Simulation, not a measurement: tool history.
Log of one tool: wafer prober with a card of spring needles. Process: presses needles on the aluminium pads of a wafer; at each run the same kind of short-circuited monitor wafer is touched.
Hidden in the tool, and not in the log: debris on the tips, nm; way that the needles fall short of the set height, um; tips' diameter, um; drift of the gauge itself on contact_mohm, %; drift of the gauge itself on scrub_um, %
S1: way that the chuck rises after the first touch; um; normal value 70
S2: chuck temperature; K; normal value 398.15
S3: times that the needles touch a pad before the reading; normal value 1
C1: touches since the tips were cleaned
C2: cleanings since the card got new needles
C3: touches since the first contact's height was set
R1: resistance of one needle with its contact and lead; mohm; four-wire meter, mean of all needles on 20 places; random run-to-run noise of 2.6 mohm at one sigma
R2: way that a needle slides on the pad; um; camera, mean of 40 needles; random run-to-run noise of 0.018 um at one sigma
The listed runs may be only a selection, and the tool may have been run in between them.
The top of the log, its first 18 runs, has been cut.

| run | day | S1 | S2 | S3 | C1 | C2 | C3 | R1 | R2 |
|---|---|---|---|---|---|---|---|---|---|
| 19 | 10.171 | 80 | 307.15 | 1 | 5927 | 40 | 89536 | 264 | 20.79 |
|  | 10.358 | tips cleaned on abrasive film |
| 20 | 10.867 | 63 | 330.15 | 3 | 5602 | 41 | 97169 | 276 | 16.39 |
|  | 11.083 | tips cleaned on abrasive film |
| 21 | 11.296 | 53 | 319.15 | 2 | 2339 | 42 | 101844 | 276 | 13.75 |
|  | 11.825 | tips cleaned on abrasive film |
| 22 | 12.146 | 70 | 306.15 | 1 | 3502 | 43 | 111161 | 271 | 18.18 |
|  | 12.588 | tips cleaned on abrasive film |
| 23 | 12.654 | 70 | 306.15 | 1 | 732 | 44 | 116714 | 267 | 18.21 |
|  | 13.325 | tips cleaned on abrasive film |
| 24 | 13.392 | 83 | 398.15 | 2 | 748 | 45 | 124841 | 295 | 21.62 |
|  | 14.083 | tips cleaned on abrasive film |
| 25 | 14.154 | 83 | 398.15 | 2 | 771 | 46 | 133191 | 292 | 21.6 |
|  | 14.375 | height of the first contact set anew |
|  | 14.846 | tips cleaned on abrasive film |
| 26 | 14.946 | 83 | 398.15 | 2 | 1109 | 47 | 6284 | 288 | 21.64 |
|  | 15.567 | tips cleaned on abrasive film |
| 27 | 15.696 | 83 | 398.15 | 2 | 1426 | 48 | 14495 | 292 | 21.61 |
|  | 16.292 | tips cleaned on abrasive film |
| 28 | 16.396 | 71 | 351.15 | 2 | 1155 | 49 | 22148 | 280 | 18.49 |
|  | 17.012 | tips cleaned on abrasive film |
| 29 | 17.133 | 71 | 351.15 | 2 | 1336 | 50 | 30251 | 281 | 18.49 |
|  | 17.621 | gauge calibrated |
|  | 17.742 | tips cleaned on abrasive film |
| 30 | 17.975 | 81 | 347.15 | 1 | 2577 | 51 | 39479 | 280 | 21.01 |
| 31 | 18.429 | 66 | 304.15 | 1 | 7568 | 51 | 44470 | 269 | 17.07 |
|  | 18.475 | tips cleaned on abrasive film |
|  | 19.221 | tips cleaned on abrasive film |
| 32 | 19.271 | 60 | 398.15 | 2 | 568 | 53 | 53674 | 297 | 15.57 |
| 33 | 19.671 | 60 | 398.15 | 2 | 4987 | 53 | 58093 | 301 | 15.53 |

4 options for the next run, each taken on its own from the tool as it stands now. Forecast them:
|  | 19.983 | tips cleaned on abrasive film |
| A | 20.162 | 60 | 356.15 | 1 | 1979 | 54 | 63463 | ? | ? |
|  | 19.983 | tips cleaned on abrasive film |
| B | 20.162 | 70 | 298.15 | 1 | 1979 | 54 | 63463 | ? | ? |
|  | 19.983 | tips cleaned on abrasive film |
| C | 20.162 | 60 | 323.15 | 1 | 1979 | 54 | 63463 | ? | ? |
|  | 19.983 | tips cleaned on abrasive film |
| D | 20.162 | 86 | 398.15 | 1 | 1979 | 54 | 63463 | ? | ? |

| run | R1 | R2 |
|---|---|---|
| A | 286 | 15.52 |
| B | 266 | 18.1 |
| C | 274 | 15.55 |
| D | 298 | 22.26 |
Without the tool's hidden state the same runs would have given:
| run | R1 | R2 |
|---|---|---|
| A | 285 | 15.51 |
| B | 265 | 18.09 |
| C | 273 | 15.54 |
| D | 297 | 22.24 |

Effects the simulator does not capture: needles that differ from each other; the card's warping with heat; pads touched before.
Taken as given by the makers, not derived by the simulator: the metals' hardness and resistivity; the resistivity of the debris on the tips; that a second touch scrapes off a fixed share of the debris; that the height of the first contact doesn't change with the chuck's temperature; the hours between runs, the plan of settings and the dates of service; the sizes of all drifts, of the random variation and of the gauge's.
